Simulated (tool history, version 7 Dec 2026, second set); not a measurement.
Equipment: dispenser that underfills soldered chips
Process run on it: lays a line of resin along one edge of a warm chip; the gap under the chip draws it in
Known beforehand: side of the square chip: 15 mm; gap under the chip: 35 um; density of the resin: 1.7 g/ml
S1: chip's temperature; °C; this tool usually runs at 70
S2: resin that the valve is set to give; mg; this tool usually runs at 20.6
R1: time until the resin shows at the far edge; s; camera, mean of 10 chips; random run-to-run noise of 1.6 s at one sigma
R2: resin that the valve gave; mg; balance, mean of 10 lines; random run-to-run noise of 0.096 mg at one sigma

{"run": 1, "hour": 0.0, "S1": 70, "S2": 20.6, "R1": 177.3, "R2": 20.12}
{"run": 2, "hour": 4.1, "S1": 70, "S2": 20.6, "R1": 191.5, "R2": 20.02}
{"run": 3, "hour": 12.2, "S1": 70, "S2": 20.6, "R1": 170.1, "R2": 20.06}
{"run": 4, "hour": 19.3, "S1": 70, "S2": 20.6, "R1": 200.2, "R2": 19.98}
{"run": 5, "hour": 29.2, "S1": 70, "S2": 20.6, "R1": 179.7, "R2": 19.95}
{"run": 6, "hour": 38.3, "S1": 70, "S2": 20.6, "R1": 158.2, "R2": 19.83}
{"run": 7, "hour": 43.5, "S1": 70, "S2": 20.6, "R1": 179.5, "R2": 19.85}
{"run": 8, "hour": 51.0, "S1": 70, "S2": 20.6, "R1": 158.9, "R2": 19.88}
{"run": 9, "hour": 56.4, "S1": 70, "S2": 23, "R1": 179.3, "R2": 22.01}
{"run": 10, "hour": 65.6, "S1": 70, "S2": 23, "R1": 152.6, "R2": 21.83}
{"run": 11, "hour": 71.7, "S1": 70, "S2": 20.6, "R1": 175, "R2": 20.66}
{"run": 12, "hour": 76.7, "S1": 70, "S2": 20.6, "R1": 194, "R2": 20.65}
{"run": 13, "hour": 82.4, "S1": 70, "S2": 20.6, "R1": 166.2, "R2": 20.6}
{"run": 14, "hour": 87.5, "S1": 70, "S2": 20.6, "R1": 183.4, "R2": 20.45}
{"run": 15, "hour": 91.7, "S1": 63, "S2": 20.6, "R1": 266.5, "R2": 20.4}
{"run": 16, "hour": 96.4, "S1": 75, "S2": 20.6, "R1": 139.3, "R2": 20.55}
{"run": 17, "hour": 103.3, "S1": 75, "S2": 20.6, "R1": 159.8, "R2": 20.59}
{"run": 18, "hour": 109.7, "S1": 75, "S2": 20.6, "R1": 136.4, "R2": 20.48}
{"run": 19, "hour": 115.0, "S1": 75, "S2": 20.6, "R1": 155.4, "R2": 20.42}
{"run": 20, "hour": 121.6, "S1": 75, "S2": 20.6, "R1": 130.1, "R2": 20.21}
{"run": 21, "hour": 128.4, "S1": 65, "S2": 20.8, "R1": 220.3, "R2": 20.55}
{"run": 22, "hour": 137.0, "S1": 65, "S2": 20.8, "R1": 194.5, "R2": 20.32}
{"run": 23, "hour": 141.1, "S1": 65, "S2": 20.8, "R1": 215.2, "R2": 20.34}
{"run": 24, "hour": 145.7, "S1": 63, "S2": 23.5, "R1": 253.7, "R2": 22.97}
{"run": 25, "hour": 155.5, "S1": 75, "S2": 17.6, "R1": 153.5, "R2": 17.07}
{"run": 26, "hour": 164.1, "S1": 81, "S2": 21.6, "R1": 105.6, "R2": 20.88}
{"run": 27, "hour": 168.3, "S1": 55, "S2": 21, "R1": 319.3, "R2": 20.48}
{"run": 28, "hour": 173.7, "S1": 72, "S2": 18.6, "R1": 183.6, "R2": 17.96}
{"run": 29, "hour": 181.8, "S1": 72, "S2": 18.6, "R1": 161.5, "R2": 18.07}
{"run": 30, "hour": 188.0, "S1": 69, "S2": 20.2, "R1": 202.2, "R2": 19.61}
{"run": 31, "hour": 198.5, "S1": 69, "S2": 20.2, "R1": 192.9, "R2": 19.44}
{"run": 32, "hour": 208.1, "S1": 69, "S2": 19.3, "R1": 181.1, "R2": 18.34}
{"run": 33, "hour": 214.0, "S1": 61, "S2": 20.6, "R1": 263.1, "R2": 20.63}
{"run": 34, "hour": 221.7, "S1": 78, "S2": 20.9, "R1": 118.5, "R2": 21.01}
{"run": 35, "hour": 225.9, "S1": 63, "S2": 18.7, "R1": 237.3, "R2": 18.52}

Missing from the log above: 19 entries noted between runs. For each, name the pair of listed runs it sits between and say how the tool's hidden condition differs from the listed run just before to the listed run just after:
After run 2, before run 3: new syringe of resin (hour 7.6)
  resin's viscosity, % of fresh resin's: 124.1 -> 112.1; dose that the valve gives, % of what is set: 97.38 -> 97.13; true chip temperature over the reading, C: 1.03 -> 1.06
  measured minus no-state result, R1: +31.7 -> +12.9 s; R2: -0.54 -> -0.59 mg
After run 4, before run 5: new syringe of resin (hour 22)
  resin's viscosity, % of fresh resin's: 131 -> 115.6; dose that the valve gives, % of what is set: 96.91 -> 96.6; true chip temperature over the reading, C: 1.08 -> 1.1
  measured minus no-state result, R1: +41.9 -> +18.6 s; R2: -0.63 -> -0.7 mg
After run 5, before run 6: new syringe of resin (hour 35.8)
  resin's viscosity, % of fresh resin's: 115.6 -> 104.4; dose that the valve gives, % of what is set: 96.6 -> 96.33; true chip temperature over the reading, C: 1.1 -> 1.13
  measured minus no-state result, R1: +18.6 -> +1 s; R2: -0.7 -> -0.76 mg
After run 7, before run 8: new syringe of resin (hour 49.5)
  resin's viscosity, % of fresh resin's: 117.2 -> 104.9; dose that the valve gives, % of what is set: 96.15 -> 95.93; true chip temperature over the reading, C: 1.14 -> 1.16
  measured minus no-state result, R1: +20.5 -> +1.7 s; R2: -0.79 -> -0.84 mg
After run 9, before run 10: new syringe of resin (hour 63.7)
  resin's viscosity, % of fresh resin's: 117.9 -> 102.3; dose that the valve gives, % of what is set: 95.76 -> 95.47; true chip temperature over the reading, C: 1.18 -> 1.2
  measured minus no-state result, R1: +20.9 -> -2.8 s; R2: -0.98 -> -1.04 mg
After run 10, before run 11: dispensing valve cleaned and set on the balance (hour 69.3)
  resin's viscosity, % of fresh resin's: 102.3 -> 114.4; dose that the valve gives, % of what is set: 95.47 -> 100.19; true chip temperature over the reading, C: 1.2 -> 1.22
  measured minus no-state result, R1: -2.8 -> +14.8 s; R2: -1.04 -> +0.04 mg
After run 12, before run 13: new syringe of resin (hour 78.5)
  resin's viscosity, % of fresh resin's: 127.4 -> 109.6; dose that the valve gives, % of what is set: 100.06 -> 99.89; true chip temperature over the reading, C: 1.23 -> 1.25
  measured minus no-state result, R1: +34.5 -> +7.3 s; R2: +0.01 -> -0.03 mg
After run 15, before run 16: new syringe of resin (hour 92.7)
  resin's viscosity, % of fresh resin's: 134.5 -> 108.8; dose that the valve gives, % of what is set: 99.61 -> 99.47; true chip temperature over the reading, C: 1.28 -> 1.29
  measured minus no-state result, R1: +58.5 -> +5.2 s; R2: -0.08 -> -0.11 mg
After run 17, before run 18: new syringe of resin (hour 106.6)
  resin's viscosity, % of fresh resin's: 126.4 -> 106.5; dose that the valve gives, % of what is set: 99.24 -> 99.06; true chip temperature over the reading, C: 1.31 -> 1.33
  measured minus no-state result, R1: +27.3 -> +2.2 s; R2: -0.16 -> -0.2 mg
After run 19, before run 20: new syringe of resin (hour 120.4)
  resin's viscosity, % of fresh resin's: 119.8 -> 104.2; dose that the valve gives, % of what is set: 98.88 -> 98.68; true chip temperature over the reading, C: 1.34 -> 1.36
  measured minus no-state result, R1: +19.4 -> -0.8 s; R2: -0.23 -> -0.27 mg
After run 21, before run 22: new syringe of resin (hour 134.2)
  resin's viscosity, % of fresh resin's: 121.2 -> 107; dose that the valve gives, % of what is set: 98.47 -> 98.2; true chip temperature over the reading, C: 1.38 -> 1.4
  measured minus no-state result, R1: +29 -> +3.1 s; R2: -0.32 -> -0.37 mg
After run 24, before run 25: new syringe of resin (hour 148.4)
  resin's viscosity, % of fresh resin's: 129.4 -> 116.7; dose that the valve gives, % of what is set: 97.93 -> 97.65; true chip temperature over the reading, C: 1.43 -> 1.45
  measured minus no-state result, R1: +46.7 -> +15.8 s; R2: -0.49 -> -0.41 mg
After run 25, before run 26: new syringe of resin (hour 162.5)
  resin's viscosity, % of fresh resin's: 116.7 -> 104.5; dose that the valve gives, % of what is set: 97.65 -> 97.38; true chip temperature over the reading, C: 1.45 -> 1.48
  measured minus no-state result, R1: +15.8 -> -0.6 s; R2: -0.41 -> -0.56 mg
After run 28, before run 29: new syringe of resin (hour 176.4)
  resin's viscosity, % of fresh resin's: 128.8 -> 112.5; dose that the valve gives, % of what is set: 97.06 -> 96.82; true chip temperature over the reading, C: 1.51 -> 1.53
  measured minus no-state result, R1: +33.9 -> +10.7 s; R2: -0.55 -> -0.59 mg
After run 30, before run 31: new syringe of resin (hour 190.6); stage's temperature calibrated (hour 193.1)
  resin's viscosity, % of fresh resin's: 129 -> 115.7; dose that the valve gives, % of what is set: 96.62 -> 96.36; true chip temperature over the reading, C: 1.54 -> -0.02
  measured minus no-state result, R1: +37 -> +27.3 s; R2: -0.69 -> -0.74 mg
After run 31, before run 32: new syringe of resin (hour 205.6)
  resin's viscosity, % of fresh resin's: 115.7 -> 105.1; dose that the valve gives, % of what is set: 96.36 -> 96.09; true chip temperature over the reading, C: -0.02 -> 0.01
  measured minus no-state result, R1: +27.3 -> +10.1 s; R2: -0.74 -> -0.75 mg
After run 32, before run 33: dispensing valve cleaned and set on the balance (hour 213.8)
  resin's viscosity, % of fresh resin's: 105.1 -> 116.9; dose that the valve gives, % of what is set: 96.09 -> 100; true chip temperature over the reading, C: 0.01 -> 0.02
  measured minus no-state result, R1: +10.1 -> +37.8 s; R2: -0.75 -> +0 mg
After run 33, before run 34: new syringe of resin (hour 220.8)
  resin's viscosity, % of fresh resin's: 116.9 -> 101.9; dose that the valve gives, % of what is set: 100 -> 99.76; true chip temperature over the reading, C: 0.02 -> 0.04
  measured minus no-state result, R1: +37.8 -> +2 s; R2: +0 -> -0.05 mg
